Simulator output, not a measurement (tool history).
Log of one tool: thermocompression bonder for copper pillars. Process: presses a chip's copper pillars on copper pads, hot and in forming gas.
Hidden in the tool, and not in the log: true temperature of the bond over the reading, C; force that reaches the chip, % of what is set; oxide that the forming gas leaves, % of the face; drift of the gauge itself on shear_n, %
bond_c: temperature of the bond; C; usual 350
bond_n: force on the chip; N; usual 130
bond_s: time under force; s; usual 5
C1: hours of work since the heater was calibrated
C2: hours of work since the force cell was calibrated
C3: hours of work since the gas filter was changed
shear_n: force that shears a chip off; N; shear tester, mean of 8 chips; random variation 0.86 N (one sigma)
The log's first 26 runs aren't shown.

-- hour=1679.5 forming gas filter changed
run 27 hour=1680.7 | bond_c=336 bond_n=159 bond_s=5 | C1=142 C2=1768 C3=1 | shear_n=73
run 28 hour=1765.9 | bond_c=355 bond_n=91 bond_s=4 | C1=186 C2=1811 C3=44 | shear_n=51.7
run 29 hour=1835.7 | bond_c=355 bond_n=91 bond_s=4 | C1=221 C2=1847 C3=79 | shear_n=51.4
run 30 hour=1873.5 | bond_c=341 bond_n=177 bond_s=7 | C1=241 C2=1866 C3=99 | shear_n=86.8
-- hour=1881.5 forming gas filter changed
run 31 hour=1955 | bond_c=339 bond_n=107 bond_s=12 | C1=282 C2=1907 C3=37 | shear_n=76.3
run 32 hour=1993.5 | bond_c=339 bond_n=107 bond_s=12 | C1=301 C2=1927 C3=57 | shear_n=77.3
run 33 hour=2045.4 | bond_c=350 bond_n=132 bond_s=11 | C1=328 C2=1953 C3=83 | shear_n=89.3
-- hour=2087.2 forming gas filter changed
run 34 hour=2111.3 | bond_c=373 bond_n=133 bond_s=6 | C1=361 C2=1987 C3=12 | shear_n=85
run 35 hour=2188.2 | bond_c=376 bond_n=133 bond_s=3 | C1=400 C2=2026 C3=51 | shear_n=69.3
run 36 hour=2223.7 | bond_c=370 bond_n=80 bond_s=3 | C1=418 C2=2044 C3=69 | shear_n=46
-- hour=2288.5 forming gas filter changed
run 37 hour=2294.5 | bond_c=335 bond_n=130 bond_s=13 | C1=454 C2=2080 C3=3 | shear_n=84.9

4 ways to go on from here, each from the tool as it stands after run 37. What would each give?
run A hour=2333.8 | bond_c=357 bond_n=130 bond_s=5 | C1=474 C2=2100 C3=23 | shear_n=?
run B hour=2333.8 | bond_c=347 bond_n=99 bond_s=5 | C1=474 C2=2100 C3=23 | shear_n=?
run C hour=2333.8 | bond_c=334 bond_n=167 bond_s=14 | C1=474 C2=2100 C3=23 | shear_n=?
run D hour=2333.8 | bond_c=358 bond_n=80 bond_s=9 | C1=474 C2=2100 C3=23 | shear_n=?

run=A shear_n=72.7
run=B shear_n=55.1
run=C shear_n=99.5
run=D shear_n=63.8
Without the tool's hidden state the same runs would have given:
run=A shear_n=73.3
run=B shear_n=55.6
run=C shear_n=100.1
run=D shear_n=64.3
